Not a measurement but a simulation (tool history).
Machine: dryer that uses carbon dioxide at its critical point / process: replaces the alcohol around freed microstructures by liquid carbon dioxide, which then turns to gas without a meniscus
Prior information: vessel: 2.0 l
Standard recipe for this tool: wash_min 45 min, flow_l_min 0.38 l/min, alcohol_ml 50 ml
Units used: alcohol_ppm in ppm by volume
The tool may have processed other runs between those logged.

run     day  wash_min  flow_l_min  alcohol_ml  alcohol_ppm
  1       0        45        0.38          50           58
  2     1.5        45        0.38          50           75
  3   3.304        45        0.38          50           70
  4   4.808        45        0.38          50           81
  5   6.904        45        0.38          50          110
  6   8.658        45        0.38          50          123
        9.5  -- purifier's bed changed
      9.667  -- inlet filter changed
  7  11.067        45        0.38          50           48
  8  12.862        45       0.256          50          362
  9  15.108        45       0.256          50          422
 10  17.112        45       0.256          50          497
     19.242  -- inlet filter changed
 11  19.242        45        0.38          35           35
 12  20.846        45        0.38          35           42
 13  21.996        45        0.38          35           56
 14  23.971        45        0.38          35           64
 15  25.496        45        0.38          35           65
 16  26.596        45        0.38          35           76
 17  28.388        45        0.38          35           88
     28.804  -- inlet filter changed
 18  29.558        45        0.38          35           56
 19  30.767        45        0.38          50           76
 20  32.633        45        0.38          50           71
 21    34.7        45        0.38          50           94
 22  36.958        45       0.293          50          334
     38.383  -- inlet filter changed
     38.804  -- purifier's bed changed
 23  39.079        45       0.293          50          156
 24  40.583        33       0.528         112           94
 25  41.971        33       0.528         112          116
 26  43.438        33       0.528         112          144

Predict the results of run 27:
 27  44.588        33       0.528         112            ?

Logged for run 27: alcohol_ppm 161 ppm by volume.
Without the tool's hidden state the same run would have given alcohol_ppm 84 ppm by volume.

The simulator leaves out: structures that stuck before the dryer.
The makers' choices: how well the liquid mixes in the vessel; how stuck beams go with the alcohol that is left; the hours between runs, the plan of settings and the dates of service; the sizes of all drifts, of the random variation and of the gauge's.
